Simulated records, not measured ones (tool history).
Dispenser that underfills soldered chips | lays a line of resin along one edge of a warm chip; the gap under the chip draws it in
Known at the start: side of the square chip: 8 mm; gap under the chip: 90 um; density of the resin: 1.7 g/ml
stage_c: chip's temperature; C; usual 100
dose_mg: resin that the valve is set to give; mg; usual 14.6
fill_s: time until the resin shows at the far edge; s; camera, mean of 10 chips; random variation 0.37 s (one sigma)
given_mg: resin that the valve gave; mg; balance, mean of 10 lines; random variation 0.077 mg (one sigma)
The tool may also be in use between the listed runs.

| run | day | stage_c | dose_mg | fill_s | given_mg |
|---|---|---|---|---|---|
| 1 | 0.000 | 100 | 14.6 | 38.0 | 14.24 |
|  | 0.075 | new syringe of resin |
| 2 | 0.196 | 100 | 14.6 | 25.0 | 14.25 |
| 3 | 0.350 | 100 | 14.6 | 30.4 | 14.15 |
| 4 | 0.521 | 100 | 14.6 | 36.6 | 14.06 |
|  | 0.592 | new syringe of resin |
| 5 | 0.658 | 100 | 14.6 | 23.8 | 14.04 |
| 6 | 0.783 | 100 | 14.6 | 27.6 | 14.01 |
| 7 | 0.929 | 100 | 14.6 | 33.5 | 13.88 |
|  | 1.117 | new syringe of resin |
| 8 | 1.129 | 100 | 14.6 | 21.7 | 14.11 |
| 9 | 1.283 | 100 | 14.6 | 27.1 | 14.13 |
| 10 | 1.429 | 100 | 14.6 | 32.6 | 14.14 |
|  | 1.629 | new syringe of resin |
| 11 | 1.629 | 102 | 18.3 | 19.4 | 17.53 |
| 12 | 1.708 | 113 | 18.9 | 14.4 | 18.04 |
| 13 | 1.829 | 90 | 17.8 | 39.7 | 16.98 |
| 14 | 1.967 | 103 | 14.3 | 29.6 | 13.45 |
| 15 | 2.121 | 103 | 14.3 | 36.5 | 13.64 |

Forecast run 16:
|  | 2.154 | new syringe of resin |
| 16 | 2.275 | 95 | 14.6 | ? | ? |

Run 16 gave fill_s 29.4 s, given_mg 13.78 mg.
Without the tool's hidden state the same run would have given fill_s 25.7 s, given_mg 14.59 mg.

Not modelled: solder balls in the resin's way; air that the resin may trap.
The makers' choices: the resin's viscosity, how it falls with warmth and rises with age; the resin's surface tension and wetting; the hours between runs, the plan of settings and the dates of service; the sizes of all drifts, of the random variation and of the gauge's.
